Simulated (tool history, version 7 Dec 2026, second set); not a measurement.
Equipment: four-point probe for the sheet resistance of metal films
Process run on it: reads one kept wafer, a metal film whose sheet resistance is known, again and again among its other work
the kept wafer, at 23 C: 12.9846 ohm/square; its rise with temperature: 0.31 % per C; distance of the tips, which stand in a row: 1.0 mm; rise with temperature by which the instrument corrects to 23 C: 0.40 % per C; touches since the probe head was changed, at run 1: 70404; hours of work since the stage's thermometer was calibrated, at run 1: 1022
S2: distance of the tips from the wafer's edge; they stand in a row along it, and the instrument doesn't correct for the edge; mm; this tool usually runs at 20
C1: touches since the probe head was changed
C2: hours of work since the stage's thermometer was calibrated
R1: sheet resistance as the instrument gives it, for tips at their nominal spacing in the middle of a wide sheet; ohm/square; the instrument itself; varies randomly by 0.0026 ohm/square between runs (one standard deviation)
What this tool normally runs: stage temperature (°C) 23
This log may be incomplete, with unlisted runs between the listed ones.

Run 1, hour 0.0: usual settings; C1 70404; C2 1022. Result: R1 13.152497 ohm/square.
Run 2, hour 36.2: usual settings but S2 3 mm; C1 71769; C2 1039. Result: R1 13.882544 ohm/square.
Run 3, hour 86.7: usual settings but S2 3 mm; C1 73677; C2 1062. Result: R1 13.885465 ohm/square.
Run 4, hour 138.0: usual settings but S2 3 mm; C1 75612; C2 1087. Result: R1 13.882385 ohm/square.
Run 5, hour 176.7: usual settings but S2 3 mm; C1 77074; C2 1105. Result: R1 13.887200 ohm/square.
Run 6, hour 226.9: usual settings but S2 46 mm; C1 78971; C2 1129. Result: R1 13.151204 ohm/square.
Run 7, hour 293.2: usual settings but stage temperature (°C) 35, S2 11 mm; C1 81472; C2 1160. Result: R1 13.064415 ohm/square.
Run 8, hour 343.9: usual settings but stage temperature (°C) 24, S2 33 mm; C1 83385; C2 1184. Result: R1 13.146707 ohm/square.
Run 9, hour 374.2: usual settings but stage temperature (°C) 24, S2 33 mm; C1 84530; C2 1198. Result: R1 13.146409 ohm/square.
Run 10, hour 442.4: usual settings but stage temperature (°C) 33, S2 30 mm; C1 87103; C2 1231. Result: R1 13.043461 ohm/square.
Run 11, hour 489.1: usual settings but stage temperature (°C) 31, S2 14 mm; C1 88868; C2 1253. Result: R1 13.094789 ohm/square.

Forecast each of these 3 alternatives for the next run:
Run A, hour 551.1: usual settings but stage temperature (°C) 20; C1 91209; C2 1282. Result: R1 ?.
Run B, hour 551.1: usual settings but stage temperature (°C) 32, S2 31 mm; C1 91209; C2 1282. Result: R1 ?.
Run C, hour 551.1: usual settings but stage temperature (°C) 25, S2 16 mm; C1 91209; C2 1282. Result: R1 ?.

run         R1
  A  13.219228
  B  13.064134
  C  13.165126
Without the tool's hidden state the same runs would have given:
run         R1
  A  13.041457
  B  12.888646
  C  12.988181

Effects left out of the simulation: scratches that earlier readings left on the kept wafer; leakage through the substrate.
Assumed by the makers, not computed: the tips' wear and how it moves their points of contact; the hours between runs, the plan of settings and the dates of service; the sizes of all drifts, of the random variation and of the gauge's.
